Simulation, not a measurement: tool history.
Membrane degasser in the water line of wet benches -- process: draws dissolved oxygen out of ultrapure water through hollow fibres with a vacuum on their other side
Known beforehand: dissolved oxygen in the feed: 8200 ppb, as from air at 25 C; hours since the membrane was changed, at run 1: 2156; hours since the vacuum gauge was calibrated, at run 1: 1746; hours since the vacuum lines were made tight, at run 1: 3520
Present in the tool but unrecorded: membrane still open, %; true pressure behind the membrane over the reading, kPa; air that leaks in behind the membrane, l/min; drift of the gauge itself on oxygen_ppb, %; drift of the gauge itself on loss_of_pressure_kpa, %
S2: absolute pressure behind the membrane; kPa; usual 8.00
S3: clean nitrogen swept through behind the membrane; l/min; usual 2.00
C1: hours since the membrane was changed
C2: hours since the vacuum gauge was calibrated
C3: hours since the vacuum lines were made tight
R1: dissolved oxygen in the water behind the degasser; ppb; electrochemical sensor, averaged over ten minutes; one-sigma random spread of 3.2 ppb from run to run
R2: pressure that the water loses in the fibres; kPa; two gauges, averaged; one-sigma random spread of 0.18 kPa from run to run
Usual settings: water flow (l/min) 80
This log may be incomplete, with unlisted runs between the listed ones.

Run 1, hour 0.0: usual settings; C1 2156; C2 1746; C3 3520. Result: R1 401.8 ppb, R2 31.81 kPa.
Run 2, hour 63.4: usual settings; C1 2219; C2 1809; C3 3583. Result: R1 401.5 ppb, R2 31.94 kPa.
Run 3, hour 106.3: usual settings but S3 5.09 l/min; C1 2262; C2 1852; C3 3626. Result: R1 202.1 ppb, R2 32.04 kPa.
Run 4, hour 139.8: usual settings but S3 5.09 l/min; C1 2296; C2 1886; C3 3660. Result: R1 201.4 ppb, R2 31.94 kPa.
Run 5, hour 206.5: usual settings but S3 5.09 l/min; C1 2363; C2 1952; C3 3727. Result: R1 200.5 ppb, R2 32.17 kPa.
Run 6, hour 233.6: usual settings but S3 5.09 l/min; C1 2390; C2 1980; C3 3754. Result: R1 201.4 ppb, R2 32.51 kPa.
At hour 239.5: vacuum gauge calibrated.
Run 7, hour 271.0: usual settings but S3 5.09 l/min; C1 2427; C2 32; C3 3791. Result: R1 203.1 ppb, R2 32.06 kPa.
Run 8, hour 305.7: usual settings but S3 5.09 l/min; C1 2461; C2 66; C3 3825. Result: R1 201.9 ppb, R2 31.92 kPa.
Run 9, hour 349.9: usual settings but water flow (l/min) 59, S3 0.96 l/min; C1 2505; C2 110; C3 3869. Result: R1 514.5 ppb, R2 23.54 kPa.
Run 10, hour 383.0: usual settings but water flow (l/min) 59, S2 17.34 kPa, S3 0.96 l/min; C1 2539; C2 143; C3 3903. Result: R1 1392.2 ppb, R2 23.60 kPa.
Run 11, hour 433.5: usual settings but S2 17.65 kPa, S3 5.96 l/min; C1 2589; C2 194; C3 3953. Result: R1 465.6 ppb, R2 32.37 kPa.
Run 12, hour 465.5: usual settings but water flow (l/min) 88; C1 2621; C2 226; C3 3985. Result: R1 444.9 ppb, R2 35.43 kPa.
At hour 503.8: vacuum gauge calibrated, once more.
Run 13, hour 526.9: usual settings but water flow (l/min) 88; C1 2682; C2 23; C3 4046. Result: R1 442.3 ppb, R2 35.48 kPa.
Run 14, hour 561.5: usual settings but water flow (l/min) 71, S2 4.87 kPa; C1 2717; C2 58; C3 4081. Result: R1 137.0 ppb, R2 28.68 kPa.
Run 15, hour 611.4: usual settings but water flow (l/min) 71, S2 4.87 kPa; C1 2767; C2 108; C3 4131. Result: R1 137.4 ppb, R2 28.31 kPa.
Run 16, hour 642.9: usual settings but water flow (l/min) 86, S2 18.01 kPa, S3 1.72 l/min; C1 2798; C2 139; C3 4162. Result: R1 1293.2 ppb, R2 34.40 kPa.

Predict each of these 3 candidate next runs independently; none follows another, all start after run 16:
Run A, hour 682.4: usual settings but water flow (l/min) 74, S2 18.01 kPa, S3 1.72 l/min; C1 2837; C2 179; C3 4201. Result: R1 ?, R2 ?.
Run B, hour 682.4: usual settings but water flow (l/min) 73; C1 2837; C2 179; C3 4201. Result: R1 ?, R2 ?.
Run C, hour 682.4: usual settings but S2 8.74 kPa, S3 4.23 l/min; C1 2837; C2 179; C3 4201. Result: R1 ?, R2 ?.

run      R1     R2
  A  1134.9  29.67
  B   362.6  29.57
  C   256.9  32.48
Take away the tool's hidden state, keep each run's random variation, and the runs would have read:
run      R1     R2
  A  1134.1  29.45
  B   362.0  29.35
  C   255.5  32.24
